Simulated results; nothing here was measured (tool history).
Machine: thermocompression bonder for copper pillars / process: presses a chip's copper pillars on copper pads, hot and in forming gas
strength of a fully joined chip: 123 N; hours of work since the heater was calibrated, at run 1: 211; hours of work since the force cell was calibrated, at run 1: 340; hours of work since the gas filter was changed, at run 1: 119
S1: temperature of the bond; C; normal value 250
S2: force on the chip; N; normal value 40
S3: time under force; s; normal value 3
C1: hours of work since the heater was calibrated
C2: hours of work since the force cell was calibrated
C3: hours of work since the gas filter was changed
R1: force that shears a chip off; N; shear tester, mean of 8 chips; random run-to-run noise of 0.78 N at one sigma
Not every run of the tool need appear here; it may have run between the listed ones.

run 1 hour=0 | S1=250 S2=40 S3=3 | C1=211 C2=340 C3=119 | R1=92.6
run 2 hour=12.2 | S1=250 S2=40 S3=3 | C1=217 C2=346 C3=125 | R1=93.8
run 3 hour=28.2 | S1=250 S2=40 S3=3 | C1=224 C2=353 C3=132 | R1=92.7
run 4 hour=39 | S1=250 S2=40 S3=3 | C1=229 C2=358 C3=137 | R1=92.1
run 5 hour=52.2 | S1=253 S2=40 S3=3 | C1=235 C2=364 C3=143 | R1=94
run 6 hour=62 | S1=253 S2=40 S3=3 | C1=240 C2=368 C3=148 | R1=95.8
run 7 hour=75.1 | S1=253 S2=40 S3=3 | C1=245 C2=374 C3=153 | R1=95.6
run 8 hour=90.8 | S1=253 S2=32 S3=3 | C1=253 C2=381 C3=161 | R1=81.3
run 9 hour=106.1 | S1=250 S2=40 S3=3 | C1=260 C2=388 C3=168 | R1=92
run 10 hour=115.9 | S1=250 S2=36 S3=3 | C1=264 C2=393 C3=172 | R1=87.2
run 11 hour=126 | S1=260 S2=40 S3=3 | C1=269 C2=397 C3=177 | R1=98.6
run 12 hour=142 | S1=250 S2=40 S3=3 | C1=276 C2=404 C3=184 | R1=92.8
run 13 hour=154.5 | S1=250 S2=40 S3=3 | C1=281 C2=410 C3=189 | R1=92.1
run 14 hour=167.4 | S1=250 S2=40 S3=3 | C1=287 C2=416 C3=195 | R1=92.9
run 15 hour=180.4 | S1=250 S2=40 S3=3 | C1=293 C2=422 C3=201 | R1=92.2
run 16 hour=190.3 | S1=250 S2=40 S3=3 | C1=298 C2=426 C3=206 | R1=93.2
run 17 hour=207.4 | S1=250 S2=40 S3=3 | C1=306 C2=434 C3=214 | R1=94.1
run 18 hour=224.1 | S1=250 S2=39 S3=3 | C1=313 C2=442 C3=221 | R1=91.3
run 19 hour=234.6 | S1=250 S2=39 S3=3 | C1=318 C2=446 C3=226 | R1=91.7
run 20 hour=251.2 | S1=250 S2=40 S3=4 | C1=325 C2=454 C3=233 | R1=98.8
run 21 hour=261.7 | S1=250 S2=38 S3=2 | C1=330 C2=459 C3=238 | R1=81.6
run 22 hour=271.4 | S1=242 S2=40 S3=3 | C1=335 C2=463 C3=243 | R1=85.3
run 23 hour=285.6 | S1=223 S2=43 S3=3 | C1=341 C2=470 C3=249 | R1=74.2
run 24 hour=302.6 | S1=223 S2=43 S3=3 | C1=349 C2=477 C3=257 | R1=74.3
run 25 hour=312.6 | S1=222 S2=51 S3=3 | C1=353 C2=482 C3=261 | R1=84.1
run 26 hour=325.6 | S1=222 S2=52 S3=2 | C1=359 C2=488 C3=267 | R1=78.1
run 27 hour=339.9 | S1=222 S2=52 S3=2 | C1=366 C2=494 C3=274 | R1=76.5
run 28 hour=353.7 | S1=265 S2=53 S3=5 | C1=372 C2=500 C3=280 | R1=116
-- hour=357.7 forming gas filter changed
run 29 hour=362.9 | S1=265 S2=53 S3=5 | C1=376 C2=504 C3=2 | R1=118.6
run 30 hour=374.8 | S1=265 S2=53 S3=5 | C1=381 C2=510 C3=8 | R1=119.8
run 31 hour=388.5 | S1=265 S2=53 S3=5 | C1=387 C2=516 C3=14 | R1=121

Forecast run 32:
run 32 hour=400.4 | S1=280 S2=43 S3=3 | C1=393 C2=521 C3=19 | R1=?

{"run 32": {"R1": 114.6}}
Had the tool carried no hidden state, the very same run would have given R1 112.8 N.
